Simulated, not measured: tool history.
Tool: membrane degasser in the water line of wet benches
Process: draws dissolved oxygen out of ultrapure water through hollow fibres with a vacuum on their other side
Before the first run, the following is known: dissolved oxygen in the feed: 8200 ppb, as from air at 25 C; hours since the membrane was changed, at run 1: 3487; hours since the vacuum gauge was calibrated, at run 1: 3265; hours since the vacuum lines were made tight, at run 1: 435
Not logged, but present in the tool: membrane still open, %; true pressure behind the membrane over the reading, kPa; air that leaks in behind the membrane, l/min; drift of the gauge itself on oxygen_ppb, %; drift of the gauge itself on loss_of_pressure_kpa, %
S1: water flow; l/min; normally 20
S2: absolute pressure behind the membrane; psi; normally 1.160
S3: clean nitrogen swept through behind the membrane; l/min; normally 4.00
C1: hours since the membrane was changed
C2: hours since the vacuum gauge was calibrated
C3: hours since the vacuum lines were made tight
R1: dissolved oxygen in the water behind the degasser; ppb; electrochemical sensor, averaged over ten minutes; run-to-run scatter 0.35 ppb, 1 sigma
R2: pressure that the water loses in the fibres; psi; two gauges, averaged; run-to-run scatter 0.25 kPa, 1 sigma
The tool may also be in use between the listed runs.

{"run": 1, "hour": 0.0, "S1": 20, "S2": 1.16, "S3": 4.0, "C1": 3487, "C2": 3265, "C3": 435, "R1": 63.0, "R2": 10.019}
{"run": 2, "hour": 96.6, "S1": 20, "S2": 1.16, "S3": 4.0, "C1": 3583, "C2": 3361, "C3": 531, "R1": 62.0, "R2": 10.118}
{"run": 3, "hour": 159.5, "S1": 20, "S2": 1.16, "S3": 4.0, "C1": 3646, "C2": 3424, "C3": 594, "R1": 63.0, "R2": 10.113}
{"run": 4, "hour": 245.9, "S1": 20, "S2": 1.16, "S3": 3.08, "C1": 3732, "C2": 3511, "C3": 681, "R1": 78.9, "R2": 10.084}
{"run": 5, "hour": 298.5, "S1": 20, "S2": 1.16, "S3": 1.71, "C1": 3785, "C2": 3563, "C3": 733, "R1": 135.8, "R2": 10.011}
{"run": 6, "hour": 345.5, "S1": 20, "S2": 1.16, "S3": 1.71, "C1": 3832, "C2": 3610, "C3": 780, "R1": 137.5, "R2": 10.111}
{"run": 7, "hour": 387.3, "S1": 20, "S2": 1.16, "S3": 1.71, "C1": 3874, "C2": 3652, "C3": 822, "R1": 135.2, "R2": 10.079}
{"run": 8, "hour": 452.4, "S1": 20, "S2": 1.16, "S3": 1.71, "C1": 3939, "C2": 3717, "C3": 887, "R1": 135.4, "R2": 10.105}
{"run": 9, "hour": 543.8, "S1": 20, "S2": 1.16, "S3": 4.0, "C1": 4030, "C2": 3809, "C3": 979, "R1": 62.5, "R2": 10.116}
{"run": 10, "hour": 616.0, "S1": 20, "S2": 1.16, "S3": 4.0, "C1": 4102, "C2": 3881, "C3": 1051, "R1": 62.8, "R2": 10.128}
{"run": 11, "hour": 674.7, "S1": 20, "S2": 1.16, "S3": 4.0, "C1": 4161, "C2": 3939, "C3": 1109, "R1": 62.9, "R2": 10.08}
{"run": 12, "hour": 721.9, "S1": 20, "S2": 1.16, "S3": 6.54, "C1": 4208, "C2": 3987, "C3": 1157, "R1": 40.1, "R2": 10.113}
{"run": 13, "hour": 796.0, "S1": 20, "S2": 1.16, "S3": 4.0, "C1": 4283, "C2": 4061, "C3": 1231, "R1": 63.1, "R2": 10.119}
{"run": 14, "hour": 883.2, "S1": 20, "S2": 1.16, "S3": 4.0, "C1": 4370, "C2": 4148, "C3": 1318, "R1": 63.1, "R2": 10.173}
{"run": 15, "hour": 935.3, "S1": 20, "S2": 1.16, "S3": 4.0, "C1": 4422, "C2": 4200, "C3": 1370, "R1": 63.5, "R2": 10.154}
{"run": 16, "hour": 1024.5, "S1": 20, "S2": 1.16, "S3": 4.42, "C1": 4511, "C2": 4289, "C3": 1459, "R1": 57.4, "R2": 10.182}
{"run": 17, "hour": 1108.5, "S1": 20, "S2": 1.16, "S3": 4.42, "C1": 4595, "C2": 4373, "C3": 1543, "R1": 57.5, "R2": 10.148}
{"run": 18, "hour": 1200.0, "S1": 20, "S2": 1.358, "S3": 2.34, "C1": 4687, "C2": 4465, "C3": 1635, "R1": 131.1, "R2": 10.108}
{"run": 19, "hour": 1275.4, "S1": 20, "S2": 1.358, "S3": 2.34, "C1": 4762, "C2": 4540, "C3": 1710, "R1": 129.9, "R2": 10.235}
{"run": 20, "hour": 1350.0, "S1": 24, "S2": 1.159, "S3": 3.96, "C1": 4836, "C2": 4615, "C3": 1785, "R1": 79.5, "R2": 12.273}
{"run": 21, "hour": 1432.3, "S1": 18, "S2": 1.16, "S3": 9.91, "C1": 4919, "C2": 4697, "C3": 1867, "R1": 24.2, "R2": 9.159}
{"run": 22, "hour": 1506.3, "S1": 20, "S2": 0.719, "S3": 4.0, "C1": 4993, "C2": 4771, "C3": 1941, "R1": 26.5, "R2": 10.231}
{"run": 23, "hour": 1582.1, "S1": 12, "S2": 2.252, "S3": 5.62, "C1": 5069, "C2": 4847, "C3": 2017, "R1": 66.3, "R2": 6.168}
{"run": 24, "hour": 1631.2, "S1": 12, "S2": 2.252, "S3": 5.62, "C1": 5118, "C2": 4896, "C3": 2066, "R1": 66.7, "R2": 6.142}
{"run": 25, "hour": 1677.3, "S1": 12, "S2": 2.252, "S3": 5.62, "C1": 5164, "C2": 4942, "C3": 2112, "R1": 66.9, "R2": 6.129}
{"run": 26, "hour": 1727.1, "S1": 12, "S2": 2.252, "S3": 5.62, "C1": 5214, "C2": 4992, "C3": 2162, "R1": 66.6, "R2": 6.1}
{"run": 27, "hour": 1799.9, "S1": 19, "S2": 0.759, "S3": 4.0, "C1": 5286, "C2": 5065, "C3": 2235, "R1": 28.1, "R2": 9.655}
{"run": 28, "hour": 1859.6, "S1": 27, "S2": 0.934, "S3": 4.12, "C1": 5346, "C2": 5124, "C3": 2294, "R1": 67.0, "R2": 13.822}
{"run": 29, "hour": 1910.8, "S1": 21, "S2": 0.934, "S3": 3.2, "C1": 5397, "C2": 5176, "C3": 2346, "R1": 58.4, "R2": 10.77}
{"run": 30, "hour": 1959.7, "S1": 30, "S2": 0.934, "S3": 3.2, "C1": 5446, "C2": 5224, "C3": 2395, "R1": 95.8, "R2": 15.452}
{"run": 31, "hour": 2014.8, "S1": 30, "S2": 0.934, "S3": 3.2, "C1": 5501, "C2": 5280, "C3": 2450, "R1": 96.6, "R2": 15.429}
{"run": 32, "hour": 2086.6, "S1": 16, "S2": 1.61, "S3": 2.82, "C1": 5573, "C2": 5351, "C3": 2521, "R1": 111.7, "R2": 8.216}

4 options for the next run, each taken on its own from the tool as it stands now. Forecast them:
{"run": "A", "hour": 2185.5, "S1": 17, "S2": 1.619, "S3": 4.0, "C1": 5672, "C2": 5450, "C3": 2620, "R1": "?", "R2": "?"}
{"run": "B", "hour": 2185.5, "S1": 20, "S2": 2.484, "S3": 4.0, "C1": 5672, "C2": 5450, "C3": 2620, "R1": "?", "R2": "?"}
{"run": "C", "hour": 2185.5, "S1": 14, "S2": 0.799, "S3": 1.68, "C1": 5672, "C2": 5450, "C3": 2620, "R1": "?", "R2": "?"}
{"run": "D", "hour": 2185.5, "S1": 19, "S2": 0.777, "S3": 4.0, "C1": 5672, "C2": 5450, "C3": 2620, "R1": "?", "R2": "?"}

run=A R1=85.8 R2=8.754
run=B R1=172.1 R2=10.353
run=C R1=50.5 R2=7.214
run=D R1=29.9 R2=9.818
What these runs would have given with no unlogged condition in the tool:
run=A R1=82.5 R2=8.273
run=B R1=167.4 R2=9.786
run=C R1=45.9 R2=6.820
run=D R1=26.6 R2=9.280
